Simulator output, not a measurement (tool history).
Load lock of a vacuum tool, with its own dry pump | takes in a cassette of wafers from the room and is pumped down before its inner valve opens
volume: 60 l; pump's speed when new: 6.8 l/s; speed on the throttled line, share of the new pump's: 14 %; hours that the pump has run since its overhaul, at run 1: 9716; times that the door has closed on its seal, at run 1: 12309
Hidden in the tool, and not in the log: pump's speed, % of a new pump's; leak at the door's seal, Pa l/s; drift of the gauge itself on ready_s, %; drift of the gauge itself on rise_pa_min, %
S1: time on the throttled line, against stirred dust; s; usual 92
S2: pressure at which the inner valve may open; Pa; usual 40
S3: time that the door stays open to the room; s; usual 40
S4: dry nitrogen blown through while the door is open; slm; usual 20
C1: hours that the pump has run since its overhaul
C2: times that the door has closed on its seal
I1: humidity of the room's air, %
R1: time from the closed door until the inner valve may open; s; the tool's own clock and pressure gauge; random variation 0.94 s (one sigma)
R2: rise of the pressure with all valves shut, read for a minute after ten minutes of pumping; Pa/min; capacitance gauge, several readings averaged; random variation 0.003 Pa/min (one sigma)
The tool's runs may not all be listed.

run,hour,S1,S2,S3,S4,C1,C2,I1,R1,R2
1,0.0,92,40,40,20,9716,12309,46.7,155.3,0.118
2,130.4,92,40,40,20,9846,12577,45.3,154.2,0.111
3,401.5,92,40,40,20,10117,13134,46.8,155.3,0.126
4,524.4,92,40,40,20,10240,13386,45.7,154.7,0.131
5,729.0,92,40,27,20,10445,13806,46.3,154.9,0.122
6,1011.9,92,40,27,20,10728,14387,42.4,155.0,0.134
7,1130.1,92,40,153,20,10846,14630,47.7,155.4,0.153
8,1321.3,92,40,229,20,11037,15022,42.0,154.8,0.159
9,1601.7,92,40,229,20,11317,15598,41.8,155.5,0.170
10,1784.3,92,66,40,20,11500,15973,42.1,152.0,0.156
11,1909.2,92,66,40,20,11625,16230,45.2,149.1,0.163
12,2077.0,92,66,40,20,11793,16574,42.4,150.8,0.163
13,2262.1,92,66,40,20,11978,16954,44.2,150.6,0.167
14,2528.6,92,66,40,20,12244,17502,41.8,149.5,0.179
15,2644.4,92,66,40,20,12360,17739,44.1,150.8,0.184
16,2854.8,92,31,40,20,12570,18171,46.7,160.7,0.186
17,3026.4,92,52,40,20,12742,18524,44.6,153.7,0.191
18,3165.0,92,52,40,25,12881,18808,44.1,154.8,0.189
19,3449.5,92,40,40,20,13165,19392,44.2,156.3,0.203
20,3595.7,79,40,40,20,13311,19693,48.5,146.9,0.212
21,3798.5,168,40,33,20,13514,20109,45.9,222.0,0.217
22,4025.2,168,40,33,20,13741,20575,41.0,220.1,0.218
23,4255.0,122,31,97,7,13971,21046,44.1,187.8,0.254
24,4402.7,92,40,142,22,14118,21350,42.9,157.2,0.247
25,4561.7,92,40,30,20,14277,21676,42.3,157.8,0.238
26,4732.6,92,40,146,7,14448,22027,46.5,158.4,0.280
27,4909.7,92,40,146,7,14625,22391,47.9,157.6,0.287
28,5070.4,174,61,109,5,14786,22721,45.7,222.5,0.285
29,5208.2,92,77,40,8,14924,23004,48.2,152.4,0.281
30,5457.9,58,33,78,4,15174,23516,46.1,131.8,0.292
31,5728.9,58,33,78,4,15445,24073,47.6,132.1,0.300
32,6001.9,58,33,78,4,15718,24634,46.3,132.2,0.311
33,6155.5,79,45,35,10,15871,24949,44.8,145.0,0.305
34,6413.6,112,40,40,10,16129,25479,43.8,179.3,0.318
35,6601.6,112,40,40,10,16317,25865,45.5,177.6,0.317
36,6801.1,48,37,28,12,16517,26274,46.1,123.6,0.327
# hour 6825.9: dry pump taken out, an overhauled one fitted
37,7053.1,48,30,28,6,227,26780,45.8,113.4,0.345

4 ways to go on from here, each from the tool as it stands after run 37. What would each give?
A,7174.0,119,32,28,6,348,27028,45.3,?,?
B,7174.0,92,40,40,17,348,27028,44.7,?,?
C,7174.0,72,30,28,6,348,27028,43.2,?,?
D,7174.0,92,50,40,20,348,27028,41.5,?,?

run,R1,R2
A,174.8,0.347
B,150.1,0.341
C,134.8,0.343
D,145.3,0.343
Without the tool's hidden state the same runs would have given:
run,R1,R2
A,173.7,0.026
B,149.1,0.026
C,133.8,0.024
D,144.3,0.023

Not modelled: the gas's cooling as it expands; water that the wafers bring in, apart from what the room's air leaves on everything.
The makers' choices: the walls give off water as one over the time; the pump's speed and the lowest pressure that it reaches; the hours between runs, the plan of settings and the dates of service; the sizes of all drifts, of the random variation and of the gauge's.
